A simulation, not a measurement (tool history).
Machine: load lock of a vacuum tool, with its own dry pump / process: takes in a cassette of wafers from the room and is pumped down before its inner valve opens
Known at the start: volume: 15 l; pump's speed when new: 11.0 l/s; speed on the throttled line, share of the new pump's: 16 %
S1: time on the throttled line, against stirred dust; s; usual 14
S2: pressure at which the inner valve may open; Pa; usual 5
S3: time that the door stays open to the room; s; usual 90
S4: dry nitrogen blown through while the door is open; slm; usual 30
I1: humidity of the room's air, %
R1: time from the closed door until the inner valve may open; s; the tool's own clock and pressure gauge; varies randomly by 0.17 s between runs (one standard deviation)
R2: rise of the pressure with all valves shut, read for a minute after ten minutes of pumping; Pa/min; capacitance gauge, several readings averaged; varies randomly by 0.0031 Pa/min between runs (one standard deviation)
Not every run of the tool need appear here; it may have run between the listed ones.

{"run": 1, "day": 0.0, "S1": 14, "S2": 5, "S3": 90, "S4": 30, "I1": 46.7, "R1": 25.7, "R2": 0.081}
{"run": 2, "day": 16.862, "S1": 14, "S2": 5, "S3": 90, "S4": 30, "I1": 45.3, "R1": 25.5, "R2": 0.082}
{"run": 3, "day": 27.25, "S1": 14, "S2": 5, "S3": 90, "S4": 30, "I1": 43.8, "R1": 25.7, "R2": 0.077}
{"run": 4, "day": 44.525, "S1": 14, "S2": 5, "S3": 90, "S4": 30, "I1": 49.6, "R1": 25.9, "R2": 0.086}
{"run": 5, "day": 55.438, "S1": 14, "S2": 5, "S3": 90, "S4": 30, "I1": 43.2, "R1": 25.7, "R2": 0.078}
{"run": 6, "day": 66.079, "S1": 14, "S2": 5, "S3": 90, "S4": 30, "I1": 44.5, "R1": 25.8, "R2": 0.079}
{"run": 7, "day": 78.5, "S1": 14, "S2": 5, "S3": 90, "S4": 30, "I1": 45.5, "R1": 25.8, "R2": 0.078}
{"run": 8, "day": 95.567, "S1": 14, "S2": 5, "S3": 90, "S4": 30, "I1": 49.4, "R1": 25.4, "R2": 0.088}
{"run": 9, "day": 106.662, "S1": 14, "S2": 5, "S3": 90, "S4": 30, "I1": 48.4, "R1": 25.7, "R2": 0.08}
{"run": 10, "day": 124.083, "S1": 14, "S2": 5, "S3": 90, "S4": 30, "I1": 45.9, "R1": 25.7, "R2": 0.079}
{"run": 11, "day": 140.979, "S1": 21, "S2": 5, "S3": 90, "S4": 30, "I1": 46.6, "R1": 31.5, "R2": 0.084}
{"run": 12, "day": 158.454, "S1": 21, "S2": 5, "S3": 90, "S4": 30, "I1": 47.7, "R1": 31.4, "R2": 0.086}
{"run": 13, "day": 168.492, "S1": 21, "S2": 5, "S3": 90, "S4": 30, "I1": 47.2, "R1": 31.5, "R2": 0.084}
{"run": 14, "day": 177.429, "S1": 21, "S2": 5, "S3": 90, "S4": 30, "I1": 46.8, "R1": 31.6, "R2": 0.084}
{"run": 15, "day": 185.425, "S1": 21, "S2": 5, "S3": 90, "S4": 30, "I1": 43.5, "R1": 31.2, "R2": 0.078}
{"day": 198.233, "done": "door's seal changed, seat wiped"}
{"run": 16, "day": 201.442, "S1": 14, "S2": 9, "S3": 90, "S4": 30, "I1": 43.2, "R1": 24.7, "R2": 0.068}
{"run": 17, "day": 215.692, "S1": 14, "S2": 9, "S3": 90, "S4": 30, "I1": 43.8, "R1": 24.5, "R2": 0.077}
{"run": 18, "day": 226.3, "S1": 14, "S2": 5, "S3": 90, "S4": 30, "I1": 42.5, "R1": 25.3, "R2": 0.068}
{"run": 19, "day": 238.583, "S1": 14, "S2": 5, "S3": 90, "S4": 30, "I1": 47.0, "R1": 25.7, "R2": 0.083}
{"run": 20, "day": 251.458, "S1": 14, "S2": 5, "S3": 90, "S4": 30, "I1": 41.6, "R1": 25.6, "R2": 0.081}
{"run": 21, "day": 264.175, "S1": 14, "S2": 5, "S3": 90, "S4": 30, "I1": 47.2, "R1": 25.6, "R2": 0.085}

Run 22 comes next. What will it give?
{"run": 22, "day": 279.625, "S1": 14, "S2": 6, "S3": 90, "S4": 30, "I1": 43.6, "R1": "?", "R2": "?"}

{"run 22": {"R1": 25.3, "R2": 0.081}}
Without the tool's hidden state the same run would have given R1 25.3 s, R2 0.081 Pa/min.

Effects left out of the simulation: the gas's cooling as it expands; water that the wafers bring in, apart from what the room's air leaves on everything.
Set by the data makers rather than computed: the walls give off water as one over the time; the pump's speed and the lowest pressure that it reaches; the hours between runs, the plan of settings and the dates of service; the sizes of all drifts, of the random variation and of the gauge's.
